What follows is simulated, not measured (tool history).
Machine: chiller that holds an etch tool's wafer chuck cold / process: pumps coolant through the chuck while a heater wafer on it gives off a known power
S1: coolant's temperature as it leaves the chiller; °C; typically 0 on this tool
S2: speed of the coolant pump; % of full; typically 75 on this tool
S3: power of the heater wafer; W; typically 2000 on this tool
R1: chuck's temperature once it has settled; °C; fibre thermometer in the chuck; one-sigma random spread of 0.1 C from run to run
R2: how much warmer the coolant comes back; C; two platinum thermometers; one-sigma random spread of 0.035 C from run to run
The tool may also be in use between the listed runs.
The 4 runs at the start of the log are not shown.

run 5 hour=410.3 | S1=0 S2=67 S3=2000 | R1=17.9 R2=6.68
run 6 hour=484.2 | S1=0 S2=75 S3=2000 | R1=16.9 R2=5.82
run 7 hour=540.1 | S1=0 S2=75 S3=2000 | R1=16.9 R2=5.87
run 8 hour=598 | S1=0 S2=75 S3=2000 | R1=17 R2=5.85
run 9 hour=705.8 | S1=0 S2=75 S3=1534 | R1=12.8 R2=4.41
run 10 hour=783.3 | S1=0 S2=75 S3=2000 | R1=16.7 R2=5.77
run 11 hour=902.9 | S1=0 S2=75 S3=1133 | R1=9.5 R2=3.13
run 12 hour=1004.1 | S1=0 S2=75 S3=1592 | R1=13.5 R2=4.49
run 13 hour=1085.5 | S1=0 S2=75 S3=1592 | R1=13.4 R2=4.54
run 14 hour=1217.2 | S1=0 S2=65 S3=1592 | R1=14.4 R2=5.39
run 15 hour=1340.3 | S1=0 S2=65 S3=1592 | R1=14.7 R2=5.31

Predict the results of run 16:
run 16 hour=1466.3 | S1=0 S2=75 S3=2890 | R1=? R2=?

Run 16 gave R1 24.4 °C, R2 8.29 C.
Take away the tool's hidden state, keep the run-to-run variation as it was, and the same run would have given R1 24.3 °C, R2 8.58 C.
